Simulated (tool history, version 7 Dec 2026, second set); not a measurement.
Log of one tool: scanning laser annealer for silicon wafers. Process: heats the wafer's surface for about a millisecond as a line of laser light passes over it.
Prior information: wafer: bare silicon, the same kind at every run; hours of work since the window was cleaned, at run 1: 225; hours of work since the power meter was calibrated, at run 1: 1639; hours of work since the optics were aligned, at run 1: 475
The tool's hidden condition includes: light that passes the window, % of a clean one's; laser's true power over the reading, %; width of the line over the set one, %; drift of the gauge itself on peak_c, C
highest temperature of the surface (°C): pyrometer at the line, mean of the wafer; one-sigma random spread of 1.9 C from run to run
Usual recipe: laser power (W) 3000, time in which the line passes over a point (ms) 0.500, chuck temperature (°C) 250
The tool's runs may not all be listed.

run,hour,laser power (W),time in which the line passes over a point (ms),chuck temperature (°C),hours of work since the window was cleaned,hours of work since the power meter was calibrated,hours of work since the optics were aligned,highest temperature of the surface (°C)
1,0.0,3000,0.500,250,225,1639,475,1067
2,78.9,3000,0.420,250,277,1691,527,992
3,171.6,3000,0.420,250,338,1752,588,988
4,235.3,3000,0.522,250,380,1794,630,1066
5,321.7,3000,0.522,250,437,1851,686,1064
# hour 337.6: window over the wafer cleaned
6,418.5,3000,0.522,250,53,1914,749,1092
# hour 472.2: optics aligned, line set to its width
7,491.5,3000,0.500,250,98,1958,13,1086
8,559.6,3000,0.500,250,143,2003,58,1078
9,637.0,3000,0.500,250,194,2054,108,1077
10,713.3,3000,0.500,217,244,2104,159,1038
11,761.6,3000,0.419,250,276,2136,190,998
12,844.4,2967,0.500,250,330,2191,245,1056
13,942.1,2967,0.500,250,395,2255,309,1046
14,1009.2,2967,0.500,250,439,2299,353,1043
# hour 1018.0: window over the wafer cleaned
15,1054.9,3000,0.500,250,24,2328,382,1081
16,1105.0,3000,0.500,250,57,2361,415,1084
17,1164.8,3000,0.500,250,97,2400,455,1078
18,1247.8,3000,0.370,250,151,2455,509,954
19,1303.3,3000,0.500,250,188,2491,546,1071
20,1353.6,3000,0.500,250,221,2524,579,1066
21,1439.5,3000,0.500,250,277,2581,635,1063
22,1510.0,2677,0.559,250,324,2627,682,1014
23,1578.8,2886,0.500,217,369,2673,727,989
24,1653.1,2886,0.595,268,418,2721,776,1105
# hour 1670.0: optics aligned, line set to its width
# hour 1704.6: window over the wafer cleaned
25,1717.7,3285,0.500,250,9,2759,30,1176
26,1814.4,2579,0.500,215,72,2823,94,937
27,1883.4,3156,0.404,239,118,2868,139,1024
28,1953.0,2959,0.404,267,164,2914,185,1003
29,2054.5,3213,0.578,255,230,2981,252,1205
30,2118.1,2572,0.469,249,272,3023,294,929
31,2192.6,2575,0.378,249,321,3072,343,859
32,2261.6,2575,0.378,238,367,3117,388,842
33,2312.6,2575,0.378,238,400,3151,422,843
# hour 2384.6: window over the wafer cleaned
34,2384.6,2656,0.442,250,0,3197,468,950
35,2448.2,3001,0.520,250,42,3239,510,1102
36,2520.5,3154,0.500,250,89,3286,557,1122
37,2603.5,3154,0.500,250,144,3341,612,1119
38,2681.6,2692,0.563,250,195,3392,663,1030
39,2768.9,2692,0.600,250,253,3450,721,1050

Predict the results of run 40:
40,2849.7,3062,0.500,268,306,3503,774,?

highest temperature of the surface (°C): 1094
On a tool with no hidden condition, and with the same random variation, this run would have come out at highest temperature of the surface (°C) 1126.

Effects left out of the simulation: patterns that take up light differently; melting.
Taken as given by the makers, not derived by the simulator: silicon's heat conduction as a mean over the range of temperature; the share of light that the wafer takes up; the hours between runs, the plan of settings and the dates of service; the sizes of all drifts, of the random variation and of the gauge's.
